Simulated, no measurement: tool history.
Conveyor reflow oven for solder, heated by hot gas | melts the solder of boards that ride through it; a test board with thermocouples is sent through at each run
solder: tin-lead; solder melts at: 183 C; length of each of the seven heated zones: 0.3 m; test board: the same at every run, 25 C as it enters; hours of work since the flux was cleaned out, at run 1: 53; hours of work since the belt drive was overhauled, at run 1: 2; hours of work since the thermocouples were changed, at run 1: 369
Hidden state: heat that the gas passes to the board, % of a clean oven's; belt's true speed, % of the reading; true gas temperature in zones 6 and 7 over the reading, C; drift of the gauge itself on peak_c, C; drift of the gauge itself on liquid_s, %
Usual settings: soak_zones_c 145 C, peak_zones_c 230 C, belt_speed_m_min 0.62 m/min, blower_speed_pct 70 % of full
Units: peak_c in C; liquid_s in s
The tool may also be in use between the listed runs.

run,hour,soak_zones_c,peak_zones_c,belt_speed_m_min,blower_speed_pct,hours of work since the flux was cleaned out,hours of work since the belt drive was overhauled,hours of work since the thermocouples were changed,peak_c,liquid_s
1,0,145,230,0.62,70,53,2,369,214.4,44.2
2,18.7,145,230,0.62,70,64,13,380,215,43.8
3,30.9,145,230,0.62,70,71,20,387,214.8,43.7
4,42.7,145,230,0.736,70,78,27,394,210.4,33.1
5,66.6,145,232,0.62,70,91,41,408,216.4,45.3
6,86.3,145,230,0.62,70,103,52,419,214.2,43.8
7,107,145,230,0.62,70,115,64,431,213.8,43.9
8,134,145,230,0.62,70,131,80,447,214.6,44
9,145.4,145,230,0.62,70,137,87,454,213.9,44.2
10,165,131,235,0.523,60,149,98,465,218,49.6
11,176.8,142,220,0.502,75,155,105,472,210.4,52
12,192,145,230,0.62,57,164,114,481,209.5,40.1
13,216,145,230,0.693,59,178,128,495,206.4,33.2
14,230,145,230,0.693,59,186,136,503,207.3,32.4
15,241.2,145,230,0.693,59,193,142,509,206.2,33

Hidden state or all else? Some run-to-run changes of peak_c, split into what the settings, what came in and random variation would give without the hidden state, and what is left for the hidden state (with any gauge scatter that isn't in both results):
Run 5 -> 6: peak_zones_c 232 -> 230. peak_c -2.2 C: hidden state -0.2, all else -2.
Run 10 -> 11: soak_zones_c 131 -> 142, peak_zones_c 235 -> 220, belt_speed_m_min 0.523 -> 0.502, blower_speed_pct 60 -> 75. peak_c -7.6 C: hidden state +0.2, all else -7.8.
